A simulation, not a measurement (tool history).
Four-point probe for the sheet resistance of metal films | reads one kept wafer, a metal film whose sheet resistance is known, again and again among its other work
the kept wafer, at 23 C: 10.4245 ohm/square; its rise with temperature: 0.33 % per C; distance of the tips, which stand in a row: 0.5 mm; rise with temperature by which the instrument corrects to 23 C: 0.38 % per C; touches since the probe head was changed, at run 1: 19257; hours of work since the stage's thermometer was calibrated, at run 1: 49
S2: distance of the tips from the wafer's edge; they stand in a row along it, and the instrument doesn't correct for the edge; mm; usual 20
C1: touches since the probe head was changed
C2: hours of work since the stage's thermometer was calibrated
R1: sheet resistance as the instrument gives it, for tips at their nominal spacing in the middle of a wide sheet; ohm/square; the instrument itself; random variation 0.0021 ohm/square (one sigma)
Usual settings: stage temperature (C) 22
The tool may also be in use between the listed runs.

run 1 hour=0 | stage_temperature_(C)=22 S2=20 | C1=19257 C2=49 | R1=10.424802
run 2 hour=20.4 | stage_temperature_(C)=22 S2=20 | C1=20174 C2=62 | R1=10.423759
run 3 hour=35.8 | stage_temperature_(C)=22 S2=20 | C1=20865 C2=71 | R1=10.422397
run 4 hour=50 | stage_temperature_(C)=22 S2=20 | C1=21502 C2=79 | R1=10.422555
run 5 hour=69.3 | stage_temperature_(C)=22 S2=20 | C1=22370 C2=90 | R1=10.424754
run 6 hour=80.9 | stage_temperature_(C)=22 S2=20 | C1=22890 C2=97 | R1=10.425054
run 7 hour=91.2 | stage_temperature_(C)=22 S2=20 | C1=23355 C2=103 | R1=10.420577
run 8 hour=110.4 | stage_temperature_(C)=26 S2=8 | C1=24214 C2=115 | R1=10.422822
run 9 hour=125.7 | stage_temperature_(C)=19 S2=17 | C1=24905 C2=124 | R1=10.442638
run 10 hour=139.2 | stage_temperature_(C)=19 S2=17 | C1=25510 C2=132 | R1=10.44002
run 11 hour=148.9 | stage_temperature_(C)=28 S2=68 | C1=25946 C2=138 | R1=10.391524
run 12 hour=163.3 | stage_temperature_(C)=27 S2=7 | C1=26594 C2=146 | R1=10.426957

5 ways to go on from here, each from the tool as it stands after run 12. What would each give?
run A hour=181.9 | stage_temperature_(C)=28 S2=52 | C1=27430 C2=157 | R1=?
run B hour=181.9 | stage_temperature_(C)=27 S2=21 | C1=27430 C2=157 | R1=?
run C hour=181.9 | stage_temperature_(C)=30 S2=5 | C1=27430 C2=157 | R1=?
run D hour=181.9 | stage_temperature_(C)=25 S2=9 | C1=27430 C2=157 | R1=?
run E hour=181.9 | stage_temperature_(C)=22 S2=23 | C1=27430 C2=157 | R1=?

run=A R1=10.392896
run=B R1=10.398475
run=C R1=10.441469
run=D R1=10.424493
run=E R1=10.424407
Without the tool's hidden state the same runs would have given:
run=A R1=10.401404
run=B R1=10.406994
run=C R1=10.450001
run=D R1=10.433046
run=E R1=10.432982
